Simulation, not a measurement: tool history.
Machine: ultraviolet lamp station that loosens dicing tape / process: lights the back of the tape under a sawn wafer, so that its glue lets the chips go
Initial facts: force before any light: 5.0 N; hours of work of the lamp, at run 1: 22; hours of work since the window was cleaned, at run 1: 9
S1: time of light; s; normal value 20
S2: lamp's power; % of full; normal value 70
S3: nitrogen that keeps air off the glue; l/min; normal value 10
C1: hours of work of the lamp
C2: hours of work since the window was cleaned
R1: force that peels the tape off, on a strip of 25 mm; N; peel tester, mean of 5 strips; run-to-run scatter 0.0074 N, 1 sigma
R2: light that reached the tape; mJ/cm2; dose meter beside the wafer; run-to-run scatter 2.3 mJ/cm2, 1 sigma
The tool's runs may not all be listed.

Run 1, hour 0: usual settings; C1 22; C2 9. Result: R1 0.293 N, R2 236 mJ/cm2.
Run 2, hour 9.1: usual settings; C1 27; C2 15. Result: R1 0.281 N, R2 236 mJ/cm2.
Run 3, hour 17.8: usual settings; C1 32; C2 20. Result: R1 0.286 N, R2 237 mJ/cm2.
Run 4, hour 22.6: usual settings; C1 35; C2 23. Result: R1 0.298 N, R2 232 mJ/cm2.
Run 5, hour 32.2: usual settings but S1 16 s; C1 41; C2 28. Result: R1 0.516 N, R2 190 mJ/cm2.
Run 6, hour 41.2: usual settings but S1 15 s; C1 46; C2 34. Result: R1 0.58 N, R2 174 mJ/cm2.
Run 7, hour 48.1: usual settings but S1 15 s; C1 50; C2 38. Result: R1 0.582 N, R2 175 mJ/cm2.
Run 8, hour 55: usual settings but S1 16 s; C1 54; C2 42. Result: R1 0.523 N, R2 188 mJ/cm2.
Run 9, hour 64.2: usual settings but S1 19 s, S2 71 % of full, S3 7 l/min; C1 60; C2 47. Result: R1 0.455 N, R2 224 mJ/cm2.
Run 10, hour 70.7: usual settings but S1 19 s, S2 71 % of full, S3 7 l/min; C1 64; C2 51. Result: R1 0.46 N, R2 226 mJ/cm2.
Run 11, hour 76.9: usual settings but S1 19 s, S2 71 % of full, S3 7 l/min; C1 67; C2 55. Result: R1 0.464 N, R2 223 mJ/cm2.
Run 12, hour 85.3: usual settings but S1 26 s, S2 93 % of full, S3 18 l/min; C1 72; C2 60. Result: R1 0.075 N, R2 394 mJ/cm2.

A few steps of R1 between consecutive runs. Split each: what settings, incoming material and random variation would produce without the hidden state, and what is left over for the hidden state, along with gauge scatter present in only one of the two compared results (measured, and without hidden state):
Unlogged tool condition in this case: lamp's light, % of a new lamp's; light that the window lets through, % of a clean one's; drift of the gauge itself on peel_n, %; drift of the gauge itself on dose_mj_cm2, %.
Run 11 -> 12: S1 19 -> 26, S2 71 -> 93, S3 7 -> 18. R1 -0.389 N: hidden state -0.058, all else -0.331.

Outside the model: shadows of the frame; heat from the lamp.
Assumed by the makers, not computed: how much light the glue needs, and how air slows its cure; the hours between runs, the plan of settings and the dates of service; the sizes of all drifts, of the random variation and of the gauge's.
